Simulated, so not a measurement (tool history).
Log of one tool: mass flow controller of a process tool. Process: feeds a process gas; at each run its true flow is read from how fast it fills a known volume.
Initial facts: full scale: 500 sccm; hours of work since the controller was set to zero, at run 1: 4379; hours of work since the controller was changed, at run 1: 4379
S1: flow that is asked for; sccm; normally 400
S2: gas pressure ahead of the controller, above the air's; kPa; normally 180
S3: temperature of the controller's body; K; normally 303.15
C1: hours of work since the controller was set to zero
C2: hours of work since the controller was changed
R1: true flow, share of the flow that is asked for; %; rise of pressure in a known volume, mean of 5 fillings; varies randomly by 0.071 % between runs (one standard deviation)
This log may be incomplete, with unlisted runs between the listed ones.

run 1 day=0.000 | S1=400 S2=180 S3=303.15 | C1=4379 C2=4379 | R1=102.37
run 2 day=5.167 | S1=400 S2=180 S3=303.15 | C1=4470 C2=4470 | R1=102.45
run 3 day=10.708 | S1=129 S2=180 S3=303.15 | C1=4566 C2=4566 | R1=100.22
run 4 day=17.721 | S1=129 S2=180 S3=303.15 | C1=4689 C2=4689 | R1=100.27
run 5 day=24.525 | S1=400 S2=154 S3=303.15 | C1=4807 C2=4807 | R1=102.67
run 6 day=28.712 | S1=400 S2=154 S3=303.15 | C1=4881 C2=4881 | R1=102.83
run 7 day=36.392 | S1=89 S2=180 S3=303.15 | C1=5015 C2=5015 | R1=99.35
run 8 day=40.454 | S1=400 S2=180 S3=297.15 | C1=5085 C2=5085 | R1=103.15
run 9 day=44.300 | S1=64 S2=148 S3=310.15 | C1=5153 C2=5153 | R1=97.87
-- day=50.358 controller exchanged for a calibrated one
run 10 day=53.304 | S1=376 S2=156 S3=310.15 | C1=51 C2=51 | R1=98.62
-- day=53.867 controller's zero set anew
run 11 day=58.242 | S1=209 S2=177 S3=303.15 | C1=76 C2=137 | R1=98.56
run 12 day=64.608 | S1=400 S2=180 S3=313.15 | C1=187 C2=248 | R1=98.66
-- day=67.683 controller's zero set anew, once more
run 13 day=72.496 | S1=400 S2=147 S3=310.15 | C1=84 C2=386 | R1=99.18
run 14 day=80.438 | S1=378 S2=227 S3=310.15 | C1=223 C2=524 | R1=98.96
run 15 day=84.779 | S1=308 S2=180 S3=294.15 | C1=298 C2=600 | R1=99.85

For some of the steps in R1 from one run to the next: how much would appear even if the tool had no hidden state, given the settings, what came in and random variation, and how much remains for the hidden state plus any gauge scatter that the measured result and the result without hidden state don't share?
Unlogged tool condition in this case: flow at rest that the sensor doesn't see, % of full scale; true flow over the shown one, %; drift of the gauge itself on true_pct, %.
Run 8 -> 9: S1 400 -> 64, S2 180 -> 148, S3 297.15 -> 310.15. R1 -5.28 %: hidden state -3.65, all else -1.63.
